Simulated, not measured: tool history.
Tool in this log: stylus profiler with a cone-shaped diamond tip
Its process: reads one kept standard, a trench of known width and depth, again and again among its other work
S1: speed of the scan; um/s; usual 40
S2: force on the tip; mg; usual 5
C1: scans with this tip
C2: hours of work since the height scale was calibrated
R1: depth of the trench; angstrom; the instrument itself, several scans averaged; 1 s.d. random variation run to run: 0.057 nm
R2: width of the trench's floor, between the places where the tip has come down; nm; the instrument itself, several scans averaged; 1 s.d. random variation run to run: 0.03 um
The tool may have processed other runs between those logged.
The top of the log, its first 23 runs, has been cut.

run	hour	S1	S2	C1	C2	R1	R2
# hour 372.8: height scale calibrated on a step standard, once more
24	385.3	39	3.38	10429	9	1016.7	98290
25	397	100	5	10536	18	1023	98230
26	407.6	103	5	10632	25	1021.4	98190
27	421.7	40	3.67	10759	36	1017.7	98310
28	438.2	12	14.04	10910	48	1044.9	98390
29	456.3	12	5.87	11074	61	1024.1	98390
30	478.7	12	5.87	11277	77	1023.1	98300
31	489.8	89	3.23	11378	85	1016.3	98180
32	502.8	89	3.23	11496	95	1014.5	98220
33	519.8	27	6.86	11650	107	1027	98380
34	538.7	27	6.86	11822	121	1026.7	98360
35	548.7	27	6.86	11912	128	1028.2	98370
36	563.7	60	5.1	12048	139	1021.3	98340

The next listed run, before its measurement:
37	580.9	60	5.1	12204	152	?	?

Run 37 came out at R1 1021.8 angstrom, R2 98240 nm.
On a tool with no hidden condition, and with the same random variation, this run would have come out at R1 1022.9 angstrom, R2 98440 nm.

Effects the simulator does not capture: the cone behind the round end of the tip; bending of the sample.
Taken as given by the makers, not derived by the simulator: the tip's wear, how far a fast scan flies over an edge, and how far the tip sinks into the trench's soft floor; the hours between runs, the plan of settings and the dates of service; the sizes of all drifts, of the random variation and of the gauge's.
